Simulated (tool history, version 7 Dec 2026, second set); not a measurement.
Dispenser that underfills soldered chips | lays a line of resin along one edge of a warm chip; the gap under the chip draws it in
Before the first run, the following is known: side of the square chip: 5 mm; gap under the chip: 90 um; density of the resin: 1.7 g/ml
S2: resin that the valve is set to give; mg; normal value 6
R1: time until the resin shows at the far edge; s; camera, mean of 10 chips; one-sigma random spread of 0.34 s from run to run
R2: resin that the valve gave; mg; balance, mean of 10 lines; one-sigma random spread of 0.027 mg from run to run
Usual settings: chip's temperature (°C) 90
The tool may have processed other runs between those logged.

{"run": 1, "hour": 0.0, "chip's temperature (°C)": 90, "S2": 6, "R1": 35.6, "R2": 5.68}
{"hour": 0.9, "done": "new syringe of resin"}
{"run": 2, "hour": 3.9, "chip's temperature (°C)": 87, "S2": 6, "R1": 21.6, "R2": 5.7}
{"run": 3, "hour": 6.2, "chip's temperature (°C)": 87, "S2": 6, "R1": 25.1, "R2": 5.72}
{"run": 4, "hour": 8.7, "chip's temperature (°C)": 90, "S2": 6, "R1": 24.8, "R2": 5.71}
{"run": 5, "hour": 12.0, "chip's temperature (°C)": 90, "S2": 6, "R1": 29.5, "R2": 5.67}
{"hour": 16.1, "done": "new syringe of resin"}
{"run": 6, "hour": 16.3, "chip's temperature (°C)": 90, "S2": 6, "R1": 16.4, "R2": 5.61}
{"run": 7, "hour": 19.4, "chip's temperature (°C)": 90, "S2": 6, "R1": 19.5, "R2": 5.62}
{"run": 8, "hour": 23.3, "chip's temperature (°C)": 90, "S2": 6, "R1": 24, "R2": 5.61}
{"run": 9, "hour": 28.3, "chip's temperature (°C)": 90, "S2": 6, "R1": 32.1, "R2": 5.64}
{"hour": 31.4, "done": "new syringe of resin"}
{"run": 10, "hour": 33.1, "chip's temperature (°C)": 102, "S2": 6, "R1": 10.5, "R2": 5.63}
{"run": 11, "hour": 35.6, "chip's temperature (°C)": 83, "S2": 6, "R1": 27.4, "R2": 5.59}
{"run": 12, "hour": 40.9, "chip's temperature (°C)": 83, "S2": 6, "R1": 36.5, "R2": 5.61}
{"run": 13, "hour": 45.8, "chip's temperature (°C)": 83, "S2": 6, "R1": 48.7, "R2": 5.63}
{"hour": 46.9, "done": "new syringe of resin"}
{"hour": 50.3, "done": "dispensing valve cleaned and set on the balance"}
{"run": 14, "hour": 51.9, "chip's temperature (°C)": 94, "S2": 6, "R1": 16.9, "R2": 5.99}
{"run": 15, "hour": 55.9, "chip's temperature (°C)": 95, "S2": 7.78, "R1": 20.4, "R2": 7.73}
{"run": 16, "hour": 59.6, "chip's temperature (°C)": 79, "S2": 6.1, "R1": 49, "R2": 6.06}
{"hour": 63.2, "done": "new syringe of resin"}
{"run": 17, "hour": 63.6, "chip's temperature (°C)": 95, "S2": 5.13, "R1": 13.9, "R2": 5.08}
{"run": 18, "hour": 68.7, "chip's temperature (°C)": 81, "S2": 7.12, "R1": 32, "R2": 7.03}
{"run": 19, "hour": 72.1, "chip's temperature (°C)": 90, "S2": 7.4, "R1": 25.3, "R2": 7.36}
{"run": 20, "hour": 75.4, "chip's temperature (°C)": 90, "S2": 6.2, "R1": 31.2, "R2": 6.09}
{"hour": 78.7, "done": "new syringe of resin"}
{"run": 21, "hour": 81.3, "chip's temperature (°C)": 81, "S2": 5.78, "R1": 26.7, "R2": 5.69}

Predict each of these 5 candidate next runs independently; none follows another, all start after run 21:
{"run": "A", "hour": 86.6, "chip's temperature (°C)": 89, "S2": 7.5, "R1": "?", "R2": "?"}
{"run": "B", "hour": 86.6, "chip's temperature (°C)": 94, "S2": 5.78, "R1": "?", "R2": "?"}
{"run": "C", "hour": 86.6, "chip's temperature (°C)": 82, "S2": 5.23, "R1": "?", "R2": "?"}
{"run": "D", "hour": 86.6, "chip's temperature (°C)": 85, "S2": 6.72, "R1": "?", "R2": "?"}
{"run": "E", "hour": 86.6, "chip's temperature (°C)": 96, "S2": 6, "R1": "?", "R2": "?"}

run=A R1=25.9 R2=7.37
run=B R1=21 R2=5.68
run=C R1=35.9 R2=5.16
run=D R1=30.6 R2=6.65
run=E R1=19.3 R2=5.88
Without the tool's unlogged condition, the same runs would have read:
run=A R1=16.3 R2=7.5
run=B R1=13.1 R2=5.78
run=C R1=22.4 R2=5.25
run=D R1=19.2 R2=6.76
run=E R1=12.1 R2=5.98
